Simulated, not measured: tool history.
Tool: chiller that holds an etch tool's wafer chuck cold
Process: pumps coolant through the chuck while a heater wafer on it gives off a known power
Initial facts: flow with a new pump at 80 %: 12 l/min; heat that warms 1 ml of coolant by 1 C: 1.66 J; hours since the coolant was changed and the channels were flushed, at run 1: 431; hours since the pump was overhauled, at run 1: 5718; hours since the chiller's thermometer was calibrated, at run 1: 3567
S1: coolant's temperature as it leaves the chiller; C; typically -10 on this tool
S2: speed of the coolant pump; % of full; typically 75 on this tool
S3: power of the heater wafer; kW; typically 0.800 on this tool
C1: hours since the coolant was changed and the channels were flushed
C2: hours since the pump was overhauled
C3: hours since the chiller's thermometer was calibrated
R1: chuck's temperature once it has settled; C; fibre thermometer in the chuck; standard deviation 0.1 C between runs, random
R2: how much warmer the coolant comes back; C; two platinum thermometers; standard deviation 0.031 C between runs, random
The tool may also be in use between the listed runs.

run	hour	S1	S2	S3	C1	C2	C3	R1	R2
1	0.0	-10	75	0.800	431	5718	3567	-3.0	2.84
2	97.6	-10	72	0.800	529	5816	3665	-2.6	2.98
3	188.8	-6	72	0.800	620	5907	3756	1.4	2.92
# hour 242.4: chiller's thermometer calibrated
4	335.4	-10	75	0.800	765	6052	93	-2.6	2.86
5	438.0	-10	75	0.800	868	6155	196	-2.6	2.88
6	514.1	-10	75	0.800	944	6231	272	-2.8	2.90
7	641.7	-10	75	0.800	1072	6359	399	-2.6	2.94
8	721.6	-10	75	0.800	1152	6439	479	-2.8	2.91
9	808.4	-10	75	0.800	1238	6525	566	-2.7	2.85
10	919.8	-10	75	0.800	1350	6637	677	-2.7	2.87
11	994.8	-10	62	0.800	1425	6712	752	-1.5	3.46
12	1135.9	-10	62	0.800	1566	6853	894	-1.4	3.52
13	1230.0	-10	75	0.800	1660	6947	988	-2.7	2.91
14	1324.8	-10	68	0.800	1755	7042	1082	-2.0	3.16
15	1386.4	-10	68	0.800	1816	7103	1144	-1.9	3.21
16	1511.3	-10	68	0.800	1941	7228	1269	-1.8	3.22
17	1606.5	-10	68	0.800	2037	7323	1364	-2.1	3.19
18	1722.0	-15	88	0.852	2152	7439	1480	-8.0	2.65
19	1782.8	-15	88	0.852	2213	7500	1540	-7.9	2.67
20	1914.8	-15	65	0.727	2345	7632	1672	-7.5	3.07
21	2031.7	-7	75	0.800	2462	7749	1789	0.6	2.91
22	2103.2	-18	75	0.800	2533	7820	1861	-10.5	3.00
23	2221.7	-10	92	0.723	2652	7939	1979	-4.4	2.18
24	2367.8	-10	92	0.723	2798	8085	2125	-4.3	2.17
25	2476.9	-10	66	0.758	2907	8194	2235	-2.1	3.24
26	2567.3	-10	66	0.758	2997	8284	2325	-2.1	3.13
27	2636.9	-3	71	0.437	3067	8354	2395	1.4	1.76
28	2710.3	-9	84	0.800	3140	8427	2468	-2.0	2.67
29	2785.7	-1	71	0.698	3216	8503	2543	6.0	2.76
30	2898.3	-1	71	0.566	3328	8615	2656	4.6	2.25
31	2994.0	-13	66	0.451	3424	8711	2752	-8.4	1.89
32	3112.1	-13	66	0.451	3542	8829	2870	-8.1	1.94

The same runs without the tool's hidden state, with the same run-to-run variation:
What the log doesn't record here: heat passed by the chuck's channels, % of clean ones'; flow at a given pump speed, % of a new pump's; coolant's true temperature over the reading, C; drift of the gauge itself on chuck_c, C; drift of the gauge itself on warmer_back_c, C.
run	R1	R2
1	-3.5	2.56
2	-3.1	2.69
3	0.9	2.62
4	-3.3	2.57
5	-3.2	2.59
6	-3.5	2.60
7	-3.3	2.63
8	-3.5	2.59
9	-3.4	2.53
10	-3.4	2.54
11	-2.4	3.07
12	-2.3	3.12
13	-3.5	2.57
14	-2.9	2.79
15	-2.8	2.83
16	-2.7	2.83
17	-3.0	2.79
18	-8.8	2.32
19	-8.7	2.33
20	-8.4	2.67
21	-0.3	2.52
22	-11.4	2.61
23	-5.0	1.88
24	-5.0	1.87
25	-3.1	2.80
26	-3.2	2.69
27	0.9	1.52
28	-2.9	2.29
29	5.1	2.36
30	3.9	1.93
31	-9.0	1.61
32	-8.7	1.65

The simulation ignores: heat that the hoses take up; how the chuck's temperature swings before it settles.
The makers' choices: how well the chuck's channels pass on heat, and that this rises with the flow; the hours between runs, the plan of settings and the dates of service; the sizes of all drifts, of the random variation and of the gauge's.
